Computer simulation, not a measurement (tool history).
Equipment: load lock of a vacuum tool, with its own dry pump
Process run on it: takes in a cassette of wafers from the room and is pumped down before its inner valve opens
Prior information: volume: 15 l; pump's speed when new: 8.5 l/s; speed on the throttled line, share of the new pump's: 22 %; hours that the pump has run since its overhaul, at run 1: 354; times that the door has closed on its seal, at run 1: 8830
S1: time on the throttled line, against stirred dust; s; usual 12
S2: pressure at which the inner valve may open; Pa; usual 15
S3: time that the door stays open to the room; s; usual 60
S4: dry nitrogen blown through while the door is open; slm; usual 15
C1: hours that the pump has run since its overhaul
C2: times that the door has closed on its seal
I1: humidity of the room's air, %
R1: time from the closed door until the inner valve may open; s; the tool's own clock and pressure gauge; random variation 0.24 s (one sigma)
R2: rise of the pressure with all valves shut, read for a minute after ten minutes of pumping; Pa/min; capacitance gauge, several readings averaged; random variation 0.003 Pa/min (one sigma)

run	hour	S1	S2	S3	S4	C1	C2	I1	R1	R2
1	0	12	15	60	15	354	8830	44.3	24.7	0.041
2	91.8	12	15	60	15	446	9272	47.9	25	0.044
3	144.9	12	15	60	15	499	9527	44.8	24.6	0.04
4	185.4	12	15	60	15	539	9722	43.7	24.9	0.041
5	249.2	12	15	60	15	603	10029	46.8	25.6	0.048
6	329	12	15	60	15	683	10412	43.4	24.8	0.041
7	416.6	22	10	53	7	771	10834	46.7	33.6	0.055
8	500.6	22	10	53	7	854	11238	45.5	33.6	0.053

Run 9, settings as shown, results not yet in. Your forecast:
9	590.2	14	10	80	7	944	11669	44.1	?	?

Run 9 came out at R1 27.3 s, R2 0.061 Pa/min.
With no hidden state in the tool, this same run would have given R1 27.3 s, R2 0.061 Pa/min.
